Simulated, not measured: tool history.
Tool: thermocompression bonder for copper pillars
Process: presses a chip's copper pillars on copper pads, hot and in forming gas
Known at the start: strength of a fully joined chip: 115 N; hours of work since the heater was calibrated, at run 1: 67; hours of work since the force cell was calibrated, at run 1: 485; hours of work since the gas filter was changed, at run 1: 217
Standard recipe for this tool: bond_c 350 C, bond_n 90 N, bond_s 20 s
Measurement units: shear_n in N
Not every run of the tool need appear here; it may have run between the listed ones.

run	day	bond_c	bond_n	bond_s	hours of work since the heater was calibrated	hours of work since the force cell was calibrated	hours of work since the gas filter was changed	shear_n
1	0	350	90	20	67	485	217	62.4
2	1.658	350	90	26	86	504	236	66.4
3	3.833	350	90	26	111	529	261	66.1
# day 4.383: forming gas filter changed
4	5.517	350	90	25	130	549	13	71.7
5	7.712	350	90	25	156	574	38	70.9
6	9	350	90	25	170	589	53	70.2
7	10.904	350	90	25	192	611	75	71.4
8	12.783	350	90	22	214	632	97	66.2
9	14.871	378	74	25	238	656	121	72.8
# day 15.05: force cell calibrated
10	16.104	355	63	47	251	12	134	68.2

Expected results for the next run?
11	18.175	355	133	15	275	36	158	?

shear_n: 81.6 N
Take away the tool's hidden state, keep the run-to-run variation as it was, and the same run would have given shear_n 81.2 N.
